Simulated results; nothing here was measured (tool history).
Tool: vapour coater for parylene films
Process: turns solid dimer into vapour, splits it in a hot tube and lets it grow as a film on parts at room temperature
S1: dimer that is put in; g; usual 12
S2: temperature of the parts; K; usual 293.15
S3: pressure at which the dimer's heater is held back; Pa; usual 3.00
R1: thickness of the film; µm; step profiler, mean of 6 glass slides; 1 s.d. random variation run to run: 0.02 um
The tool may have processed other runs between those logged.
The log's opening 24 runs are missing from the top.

run 25 day=15.829 | S1=10 S2=293.15 S3=2.52 | R1=2.83
run 26 day=16.567 | S1=15 S2=288.15 S3=6.99 | R1=4.02
run 27 day=17.167 | S1=8 S2=292.15 S3=3.43 | R1=2.18
run 28 day=17.762 | S1=10 S2=298.15 S3=8.69 | R1=1.82
run 29 day=18.138 | S1=10 S2=298.15 S3=7.31 | R1=1.88
run 30 day=18.742 | S1=8 S2=293.15 S3=2.44 | R1=2.24
run 31 day=19.154 | S1=8 S2=293.15 S3=2.44 | R1=2.24
run 32 day=19.875 | S1=12 S2=288.15 S3=3.66 | R1=3.65

5 options for the next run, each taken on its own from the tool as it stands now. Forecast them:
run A day=20.583 | S1=12 S2=293.15 S3=2.55 | R1=?
run B day=20.583 | S1=12 S2=290.15 S3=2.43 | R1=?
run C day=20.583 | S1=9 S2=299.15 S3=11.59 | R1=?
run D day=20.583 | S1=12 S2=305.15 S3=3.66 | R1=?
run E day=20.583 | S1=12 S2=303.15 S3=5.16 | R1=?

run=A R1=3.32
run=B R1=3.73
run=C R1=1.51
run=D R1=2.11
run=E R1=2.07
With the hidden condition removed and each run's random variation left untouched, the same runs would have given:
run=A R1=3.56
run=B R1=3.99
run=C R1=1.62
run=D R1=2.26
run=E R1=2.22
